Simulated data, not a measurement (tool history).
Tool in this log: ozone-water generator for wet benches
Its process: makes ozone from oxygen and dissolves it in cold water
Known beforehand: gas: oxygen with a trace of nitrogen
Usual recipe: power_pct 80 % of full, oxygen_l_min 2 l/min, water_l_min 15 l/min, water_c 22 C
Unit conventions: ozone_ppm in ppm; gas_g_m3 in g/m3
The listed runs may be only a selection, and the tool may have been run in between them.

| run | hour | power_pct | oxygen_l_min | water_l_min | water_c | ozone_ppm | gas_g_m3 |
|---|---|---|---|---|---|---|---|
| 1 | 0 | 80 | 2 | 15 | 22 | 11.3 | 156.5 |
| 2 | 56.2 | 80 | 2 | 15 | 30 | 10.4 | 156.8 |
| 3 | 121.1 | 45 | 2 | 15 | 22 | 7.9 | 108.3 |
| 4 | 174.3 | 45 | 2 | 15 | 22 | 8 | 108 |
| 5 | 223.7 | 80 | 2 | 15 | 22 | 11.5 | 155.6 |
| 6 | 253.3 | 80 | 2 | 15 | 22 | 11.3 | 155.1 |
|  | 258.8 | water thermometer calibrated |
| 7 | 308.4 | 80 | 2.32 | 15 | 22 | 11.6 | 145 |
| 8 | 343 | 80 | 2.32 | 15 | 22 | 11.5 | 144.7 |
| 9 | 407.4 | 80 | 2 | 10 | 25 | 15.2 | 155.2 |
| 10 | 477.1 | 80 | 2 | 10 | 25 | 15.1 | 155.4 |
|  | 485 | water thermometer calibrated, once more |
| 11 | 524.9 | 80 | 2 | 10 | 25 | 15.3 | 156.5 |
| 12 | 584.9 | 80 | 2 | 10 | 25 | 15 | 155.7 |
| 13 | 645.2 | 45 | 2 | 15 | 22 | 7.8 | 109.5 |
| 14 | 679.5 | 80 | 1.27 | 15 | 27 | 9.4 | 191.6 |
| 15 | 712.7 | 70 | 1.27 | 15 | 27 | 8.9 | 175.3 |

Below are 5 alternative next runs, each starting from the tool's condition after run 15. Predict each:
| A | 753.3 | 70 | 1.27 | 11 | 18 | ? | ? |
| B | 753.3 | 70 | 1.27 | 18 | 27 | ? | ? |
| C | 753.3 | 57 | 1.24 | 15 | 19 | ? | ? |
| D | 753.3 | 48 | 2 | 15 | 19 | ? | ? |
| E | 753.3 | 50 | 2 | 12 | 22 | ? | ? |

| run | ozone_ppm | gas_g_m3 |
|---|---|---|
| A | 12.4 | 173.6 |
| B | 7.3 | 172.9 |
| C | 8.2 | 155.8 |
| D | 8.5 | 113.5 |
| E | 10.2 | 115 |
With the hidden condition removed and each run's random variation left untouched, the same runs would have given:
| run | ozone_ppm | gas_g_m3 |
|---|---|---|
| A | 13.1 | 177.2 |
| B | 7.8 | 176.5 |
| C | 8.6 | 158.6 |
| D | 8.9 | 115.2 |
| E | 10.7 | 116.9 |

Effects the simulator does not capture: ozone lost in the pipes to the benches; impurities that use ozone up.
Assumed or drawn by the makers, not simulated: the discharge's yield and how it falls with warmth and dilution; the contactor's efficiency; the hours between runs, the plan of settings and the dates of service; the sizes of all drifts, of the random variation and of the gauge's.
